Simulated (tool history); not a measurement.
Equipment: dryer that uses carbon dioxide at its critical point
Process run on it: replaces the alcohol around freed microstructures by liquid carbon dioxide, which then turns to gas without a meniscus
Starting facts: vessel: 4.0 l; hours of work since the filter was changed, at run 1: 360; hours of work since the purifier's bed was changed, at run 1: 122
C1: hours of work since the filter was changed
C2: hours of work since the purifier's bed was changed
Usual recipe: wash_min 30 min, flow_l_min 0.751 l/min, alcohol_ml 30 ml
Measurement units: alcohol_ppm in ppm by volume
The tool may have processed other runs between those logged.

run 1 day=0 | wash_min=30 flow_l_min=0.751 alcohol_ml=30 | C1=360 C2=122 | alcohol_ppm=97
run 2 day=0.267 | wash_min=30 flow_l_min=0.751 alcohol_ml=30 | C1=364 C2=126 | alcohol_ppm=99
run 3 day=0.733 | wash_min=30 flow_l_min=0.751 alcohol_ml=30 | C1=371 C2=134 | alcohol_ppm=97
run 4 day=1.058 | wash_min=30 flow_l_min=0.751 alcohol_ml=30 | C1=377 C2=139 | alcohol_ppm=101
run 5 day=1.358 | wash_min=30 flow_l_min=0.751 alcohol_ml=30 | C1=382 C2=144 | alcohol_ppm=94
run 6 day=1.608 | wash_min=30 flow_l_min=0.751 alcohol_ml=30 | C1=386 C2=148 | alcohol_ppm=95
run 7 day=1.979 | wash_min=30 flow_l_min=0.751 alcohol_ml=30 | C1=391 C2=154 | alcohol_ppm=102
run 8 day=2.471 | wash_min=30 flow_l_min=0.751 alcohol_ml=30 | C1=399 C2=162 | alcohol_ppm=109
run 9 day=2.854 | wash_min=30 flow_l_min=0.751 alcohol_ml=30 | C1=406 C2=168 | alcohol_ppm=106
run 10 day=3.217 | wash_min=30 flow_l_min=0.751 alcohol_ml=30 | C1=411 C2=174 | alcohol_ppm=106
run 11 day=3.488 | wash_min=30 flow_l_min=0.751 alcohol_ml=30 | C1=416 C2=178 | alcohol_ppm=112
run 12 day=3.762 | wash_min=22 flow_l_min=0.488 alcohol_ml=76 | C1=420 C2=183 | alcohol_ppm=2326
run 13 day=4.221 | wash_min=32 flow_l_min=0.626 alcohol_ml=41 | C1=427 C2=190 | alcohol_ppm=211
run 14 day=4.625 | wash_min=41 flow_l_min=0.508 alcohol_ml=41 | C1=434 C2=196 | alcohol_ppm=205
run 15 day=5.1 | wash_min=41 flow_l_min=0.869 alcohol_ml=27 | C1=442 C2=204 | alcohol_ppm=41
-- day=5.179 inlet filter changed
run 16 day=5.575 | wash_min=29 flow_l_min=0.751 alcohol_ml=28 | C1=6 C2=211 | alcohol_ppm=92
run 17 day=6.05 | wash_min=29 flow_l_min=0.751 alcohol_ml=28 | C1=14 C2=219 | alcohol_ppm=107
run 18 day=6.525 | wash_min=33 flow_l_min=1.008 alcohol_ml=77 | C1=22 C2=226 | alcohol_ppm=55
run 19 day=6.904 | wash_min=36 flow_l_min=0.875 alcohol_ml=39 | C1=28 C2=232 | alcohol_ppm=45

What if the next run were any one of these 3? Each begins from the tool's condition after run 19:
run A day=7.371 | wash_min=25 flow_l_min=0.751 alcohol_ml=27 | C1=35 C2=240 | alcohol_ppm=?
run B day=7.371 | wash_min=36 flow_l_min=0.875 alcohol_ml=103 | C1=35 C2=240 | alcohol_ppm=?
run C day=7.371 | wash_min=35 flow_l_min=0.875 alcohol_ml=39 | C1=35 C2=240 | alcohol_ppm=?

run=A alcohol_ppm=152
run=B alcohol_ppm=64
run=C alcohol_ppm=58
Without the tool's hidden state the same runs would have given:
run=A alcohol_ppm=104
run=B alcohol_ppm=20
run=C alcohol_ppm=16

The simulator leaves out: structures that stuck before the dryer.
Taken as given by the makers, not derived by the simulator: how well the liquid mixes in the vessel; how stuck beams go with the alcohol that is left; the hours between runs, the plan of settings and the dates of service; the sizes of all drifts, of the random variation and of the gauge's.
